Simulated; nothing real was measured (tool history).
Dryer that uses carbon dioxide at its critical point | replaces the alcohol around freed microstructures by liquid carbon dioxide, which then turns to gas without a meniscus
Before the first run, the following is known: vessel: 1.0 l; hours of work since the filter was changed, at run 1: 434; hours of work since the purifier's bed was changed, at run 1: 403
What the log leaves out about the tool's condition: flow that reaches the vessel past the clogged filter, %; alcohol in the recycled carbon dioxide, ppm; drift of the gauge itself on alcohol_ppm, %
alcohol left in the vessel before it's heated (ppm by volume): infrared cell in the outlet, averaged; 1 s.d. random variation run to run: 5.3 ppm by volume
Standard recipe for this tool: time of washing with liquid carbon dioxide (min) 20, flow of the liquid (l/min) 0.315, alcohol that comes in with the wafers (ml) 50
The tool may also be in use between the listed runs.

| run | day | time of washing with liquid carbon dioxide (min) | flow of the liquid (l/min) | alcohol that comes in with the wafers (ml) | hours of work since the filter was changed | hours of work since the purifier's bed was changed | alcohol left in the vessel before it's heated (ppm by volume) |
|---|---|---|---|---|---|---|---|
| 1 | 0.000 | 20 | 0.315 | 50 | 434 | 403 | 424 |
| 2 | 0.467 | 20 | 0.315 | 50 | 439 | 409 | 440 |
| 3 | 1.400 | 20 | 0.315 | 50 | 451 | 420 | 431 |
| 4 | 2.283 | 20 | 0.315 | 93 | 461 | 431 | 651 |
| 5 | 3.125 | 20 | 0.315 | 93 | 472 | 441 | 700 |
| 6 | 4.083 | 20 | 0.315 | 93 | 483 | 452 | 697 |
| 7 | 5.058 | 20 | 0.315 | 93 | 495 | 464 | 711 |
| 8 | 5.704 | 20 | 0.204 | 24 | 503 | 472 | 1015 |
| 9 | 6.246 | 18 | 0.295 | 89 | 509 | 479 | 1356 |
| 10 | 7.050 | 27 | 0.315 | 50 | 519 | 488 | 265 |
| 11 | 7.604 | 27 | 0.315 | 50 | 526 | 495 | 262 |
|  | 8.138 | inlet filter changed |
| 12 | 8.262 | 20 | 0.312 | 50 | 2 | 503 | 357 |

Predict each of these 5 candidate next runs independently; none follows another, all start after run 12:
| A | 9.150 | 20 | 0.312 | 28 | 12 | 513 | ? |
| B | 9.150 | 14 | 0.312 | 25 | 12 | 513 | ? |
| C | 9.150 | 20 | 0.189 | 50 | 12 | 513 | ? |
| D | 9.150 | 21 | 0.225 | 39 | 12 | 513 | ? |
| E | 9.150 | 15 | 0.341 | 53 | 12 | 513 | ? |

| run | alcohol left in the vessel before it's heated (ppm by volume) |
|---|---|
| A | 282 |
| B | 610 |
| C | 1433 |
| D | 598 |
| E | 617 |
What these runs would have given with no unlogged condition in the tool:
| run | alcohol left in the vessel before it's heated (ppm by volume) |
|---|---|
| A | 65 |
| B | 383 |
| C | 1189 |
| D | 377 |
| E | 392 |
